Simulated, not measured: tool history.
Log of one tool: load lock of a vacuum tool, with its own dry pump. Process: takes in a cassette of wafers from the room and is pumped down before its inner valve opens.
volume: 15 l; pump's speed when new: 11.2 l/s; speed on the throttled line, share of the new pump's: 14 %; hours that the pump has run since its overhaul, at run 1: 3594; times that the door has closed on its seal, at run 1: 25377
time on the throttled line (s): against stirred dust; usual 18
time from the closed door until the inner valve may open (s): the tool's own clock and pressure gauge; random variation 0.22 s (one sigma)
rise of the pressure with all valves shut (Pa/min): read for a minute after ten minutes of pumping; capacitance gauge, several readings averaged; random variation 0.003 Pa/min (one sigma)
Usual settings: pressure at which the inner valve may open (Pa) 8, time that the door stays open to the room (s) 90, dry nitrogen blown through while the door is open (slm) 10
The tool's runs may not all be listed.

run	day	time on the throttled line (s)	pressure at which the inner valve may open (Pa)	time that the door stays open to the room (s)	dry nitrogen blown through while the door is open (slm)	hours that the pump has run since its overhaul	times that the door has closed on its seal	incoming humidity of the room's air, %	time from the closed door until the inner valve may open (s)	rise of the pressure with all valves shut (Pa/min)
1	0	18	8	90	10	3594	25377	46.9	28.1	0.059
2	15.742	18	8	90	10	3972	26888	47.7	28.5	0.059
3	28.354	18	8	92	10	4275	28098	46.3	28.4	0.05
4	38.412	18	8	92	10	4516	29064	43.8	28.1	0.048
5	54.346	18	8	90	10	4898	30593	48.6	28.7	0.06
6	68.279	18	8	90	10	5233	31930	46.7	28.1	0.059
7	84.021	18	8	79	10	5610	33441	47.1	28.2	0.054
8	102.954	18	8	143	18	6065	35259	45	28.5	0.052
9	114.462	14	7	117	9	6341	36363	45.5	24.9	0.06
10	134.15	14	7	117	9	6814	38253	46.3	24.8	0.059
11	151.075	18	8	90	24	7220	39878	50.5	28.4	0.042
12	167.962	18	8	117	5	7625	41499	46.6	28.3	0.069
13	178.35	18	11	90	13	7874	42495	43.2	27.7	0.044

Forecast each of these 3 alternatives for the next run:
A	189.521	18	11	90	9	8143	43568	44.5	?	?
B	189.521	18	11	71	16	8143	43568	43.7	?	?
C	189.521	18	8	72	10	8143	43568	42.8	?	?

run	time from the closed door until the inner valve may open (s)	rise of the pressure with all valves shut (Pa/min)
A	27.9	0.051
B	27.9	0.042
C	28.3	0.045
Without the tool's hidden state the same runs would have given:
run	time from the closed door until the inner valve may open (s)	rise of the pressure with all valves shut (Pa/min)
A	27.9	0.05
B	27.9	0.041
C	28.3	0.044
